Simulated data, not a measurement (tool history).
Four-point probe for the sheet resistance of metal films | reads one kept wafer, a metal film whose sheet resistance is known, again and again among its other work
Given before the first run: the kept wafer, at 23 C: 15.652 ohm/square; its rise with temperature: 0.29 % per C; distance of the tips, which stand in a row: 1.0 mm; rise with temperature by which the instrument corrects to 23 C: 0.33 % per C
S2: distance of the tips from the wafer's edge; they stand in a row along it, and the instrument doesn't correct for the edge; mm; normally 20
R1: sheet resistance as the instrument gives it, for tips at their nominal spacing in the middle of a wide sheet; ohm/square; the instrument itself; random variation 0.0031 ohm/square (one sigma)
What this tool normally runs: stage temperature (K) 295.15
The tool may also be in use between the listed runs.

Run 1, hour 0.0: usual settings. Result: R1 15.712664 ohm/square.
Run 2, hour 13.7: usual settings. Result: R1 15.710131 ohm/square.
Run 3, hour 27.0: usual settings but S2 10 mm. Result: R1 15.774896 ohm/square.
Run 4, hour 39.7: usual settings. Result: R1 15.714124 ohm/square.
Run 5, hour 56.1: usual settings. Result: R1 15.715026 ohm/square.
Run 6, hour 75.7: usual settings. Result: R1 15.710652 ohm/square.
Run 7, hour 95.6: usual settings but stage temperature (K) 298.15. Result: R1 15.699041 ohm/square.
Run 8, hour 113.3: usual settings but stage temperature (K) 298.15. Result: R1 15.697622 ohm/square.
Run 9, hour 136.9: usual settings but stage temperature (K) 298.15. Result: R1 15.695241 ohm/square.
Run 10, hour 156.4: usual settings but stage temperature (K) 296.15. Result: R1 15.707171 ohm/square.
Run 11, hour 179.6: usual settings but stage temperature (K) 296.15, S2 8 mm. Result: R1 15.821065 ohm/square.
Run 12, hour 199.5: usual settings but stage temperature (K) 296.15, S2 8 mm. Result: R1 15.822582 ohm/square.
Run 13, hour 218.8: usual settings but stage temperature (K) 296.15, S2 8 mm. Result: R1 15.820664 ohm/square.
Run 14, hour 230.7: usual settings. Result: R1 15.721655 ohm/square.
Run 15, hour 249.2: usual settings. Result: R1 15.716260 ohm/square.
Run 16, hour 263.6: usual settings. Result: R1 15.714217 ohm/square.
Run 17, hour 286.0: usual settings. Result: R1 15.723140 ohm/square.
At hour 288.1: stage's thermometer calibrated.
Run 18, hour 301.4: usual settings but stage temperature (K) 292.15. Result: R1 15.743885 ohm/square.
Run 19, hour 318.4: usual settings. Result: R1 15.728285 ohm/square.
Run 20, hour 342.1: usual settings. Result: R1 15.732966 ohm/square.
Run 21, hour 364.0: usual settings but stage temperature (K) 297.15. Result: R1 15.718507 ohm/square.
Run 22, hour 377.8: usual settings but stage temperature (K) 298.15, S2 21 mm. Result: R1 15.711552 ohm/square.
At hour 380.1: stage's thermometer calibrated, once more.
Run 23, hour 392.0: usual settings but stage temperature (K) 300.15, S2 11 mm. Result: R1 15.735933 ohm/square.
Run 24, hour 410.4: usual settings but stage temperature (K) 300.15, S2 11 mm. Result: R1 15.736587 ohm/square.
Run 25, hour 427.5: usual settings but stage temperature (K) 303.15, S2 50 mm. Result: R1 15.651367 ohm/square.
Run 26, hour 441.1: usual settings but S2 50 mm. Result: R1 15.700847 ohm/square.
Run 27, hour 462.7: usual settings but S2 50 mm. Result: R1 15.706154 ohm/square.
Run 28, hour 484.2: usual settings but S2 50 mm. Result: R1 15.700503 ohm/square.
Run 29, hour 501.6: usual settings but S2 50 mm. Result: R1 15.711577 ohm/square.
Run 30, hour 513.2: usual settings but S2 50 mm. Result: R1 15.709063 ohm/square.
Run 31, hour 533.6: usual settings but S2 26 mm. Result: R1 15.711804 ohm/square.
Run 32, hour 550.2: usual settings but S2 9 mm. Result: R1 15.804859 ohm/square.
Run 33, hour 570.3: usual settings but S2 9 mm. Result: R1 15.805162 ohm/square.
Run 34, hour 583.9: usual settings but S2 9 mm. Result: R1 15.815265 ohm/square.
Run 35, hour 604.0: usual settings but stage temperature (K) 293.15, S2 9 mm. Result: R1 15.819138 ohm/square.
Run 36, hour 623.6: usual settings but stage temperature (K) 294.15, S2 27 mm. Result: R1 15.721844 ohm/square.
Run 37, hour 643.4: usual settings but stage temperature (K) 294.15, S2 27 mm. Result: R1 15.722541 ohm/square.
Run 38, hour 655.9: usual settings but stage temperature (K) 297.15, S2 6 mm. Result: R1 15.927786 ohm/square.
Run 39, hour 668.3: usual settings but stage temperature (K) 301.15, S2 7 mm. Result: R1 15.840979 ohm/square.

3 options for the next run, each taken on its own from the tool as it stands now. Forecast them:
Run A, hour 682.3: usual settings but stage temperature (K) 297.15, S2 73 mm. Result: R1 ?.
Run B, hour 682.3: usual settings but stage temperature (K) 293.15, S2 3 mm. Result: R1 ?.
Run C, hour 682.3: usual settings but stage temperature (K) 299.15, S2 53 mm. Result: R1 ?.

run         R1
  A  15.698715
  B  16.603282
  C  15.681881
What these runs would have given with no unlogged condition in the tool:
run         R1
  A  15.649529
  B  16.551488
  C  15.632753
